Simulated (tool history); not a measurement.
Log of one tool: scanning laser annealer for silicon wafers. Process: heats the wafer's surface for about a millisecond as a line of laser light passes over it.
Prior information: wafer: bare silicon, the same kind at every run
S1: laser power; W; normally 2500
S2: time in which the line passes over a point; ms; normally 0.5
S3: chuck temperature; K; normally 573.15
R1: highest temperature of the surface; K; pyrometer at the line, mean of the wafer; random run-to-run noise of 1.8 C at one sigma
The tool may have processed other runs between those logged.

run   hour    S1     S2      S3       R1
  1      0  2500    0.5  573.15  1277.15
  2   18.1  2500    0.5  573.15  1279.15
  3   37.9  2500    0.5  573.15  1277.15
  4   60.5  2499    0.5  573.15  1276.15
  5   79.9  2499    0.5  573.15  1275.15
  6   92.2  2499    0.5  573.15  1273.15
  7    115  2499    0.5  573.15  1275.15
  8  125.1  2499    0.5  573.15  1275.15
  9  149.5  2499    0.5  573.15  1269.15
 10  168.8  2500    0.5  566.15  1261.15
     186.1  -- window over the wafer cleaned
 11    192  2500    0.5  573.15  1231.15
 12  209.8  2500  0.499  573.15  1229.15
 13    223  2500    0.5  569.15  1226.15
     236.5  -- window over the wafer cleaned, once more
 14  243.8  2223    0.5  573.15  1213.15
 15    260  2223    0.5  573.15  1215.15
 16  280.2  2223    0.5  573.15  1212.15
 17  300.6  2223    0.5  583.15  1221.15
 18  323.8  2500    0.5  573.15  1320.15
 19  341.8  2500    0.5  573.15  1318.15
 20  362.2  2500    0.5  573.15  1316.15
 21  383.9  2712  0.374  566.15  1264.15
 22  394.4  2712  0.374  566.15  1266.15
 23  405.2  2712  0.374  564.15  1264.15
 24    425  2712  0.577  564.15  1465.15
 25  437.6  2439  0.415  573.15  1215.15
 26  457.4  2500  0.509  596.15  1342.15
 27  477.5  2500  0.512  534.15  1281.15
 28  490.3  2386  0.524  561.15  1275.15
 29  508.9  2740  0.524  577.15  1435.15
 30  521.7  2740  0.524  577.15  1432.15
 31    538  2740  0.524  577.15  1433.15
 32  549.8  2405  0.529  577.15  1297.15
 33  565.2  2197  0.402  604.15  1146.15
 34    587  2197  0.402  604.15  1145.15
 35  600.8  2197  0.435  604.15  1171.15
 36  615.6  2500    0.5  592.15  1321.15
 37  638.4  2537  0.591  575.15  1392.15

For run 38, what comes out?
 38   651  2537  0.591  562.15   ?

R1: 1385.15 K
Had the tool carried no hidden state, the very same run would have given R1 1422.15 K.
